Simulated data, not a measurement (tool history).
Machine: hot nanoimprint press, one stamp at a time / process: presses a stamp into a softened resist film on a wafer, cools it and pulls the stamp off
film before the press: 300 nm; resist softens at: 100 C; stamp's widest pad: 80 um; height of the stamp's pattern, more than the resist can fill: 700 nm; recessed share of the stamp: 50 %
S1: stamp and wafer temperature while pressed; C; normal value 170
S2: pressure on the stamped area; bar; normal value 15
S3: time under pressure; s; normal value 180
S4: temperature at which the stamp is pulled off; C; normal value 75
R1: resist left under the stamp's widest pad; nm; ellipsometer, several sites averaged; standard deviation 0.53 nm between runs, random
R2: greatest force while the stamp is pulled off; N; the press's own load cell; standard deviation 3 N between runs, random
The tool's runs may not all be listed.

run 1 hour=0 | S1=170 S2=15 S3=180 S4=75 | R1=174.8 R2=228
run 2 hour=14 | S1=170 S2=15 S3=180 S4=75 | R1=174.6 R2=230
run 3 hour=26.9 | S1=170 S2=15 S3=180 S4=75 | R1=175.7 R2=228
run 4 hour=33.6 | S1=170 S2=15 S3=180 S4=75 | R1=174.8 R2=235
run 5 hour=46.2 | S1=170 S2=15 S3=180 S4=75 | R1=175.7 R2=230
run 6 hour=61.5 | S1=170 S2=15 S3=180 S4=75 | R1=175.6 R2=225
run 7 hour=74.4 | S1=170 S2=15 S3=180 S4=75 | R1=175.7 R2=229
run 8 hour=81.9 | S1=170 S2=15 S3=180 S4=75 | R1=176.5 R2=224
run 9 hour=95.5 | S1=170 S2=15 S3=180 S4=75 | R1=176.4 R2=229
run 10 hour=104.3 | S1=170 S2=15 S3=180 S4=75 | R1=176.8 R2=231
run 11 hour=114.9 | S1=170 S2=15 S3=180 S4=70 | R1=176.4 R2=235
run 12 hour=127.4 | S1=170 S2=15 S3=180 S4=70 | R1=176.4 R2=239
run 13 hour=142 | S1=170 S2=15 S3=180 S4=70 | R1=176.9 R2=236
run 14 hour=154 | S1=170 S2=11.1 S3=180 S4=75 | R1=200.9 R2=231
run 15 hour=167 | S1=170 S2=11.1 S3=180 S4=75 | R1=200.6 R2=226

Run 16, settings as shown, results not yet in. Your forecast:
run 16 hour=181.2 | S1=170 S2=15 S3=180 S4=78 | R1=? R2=?

R1: 177.9 nm
R2: 222 N
Take away the tool's hidden state, keep the run-to-run variation as it was, and the same run would have given R1 174.7 nm, R2 220 N.
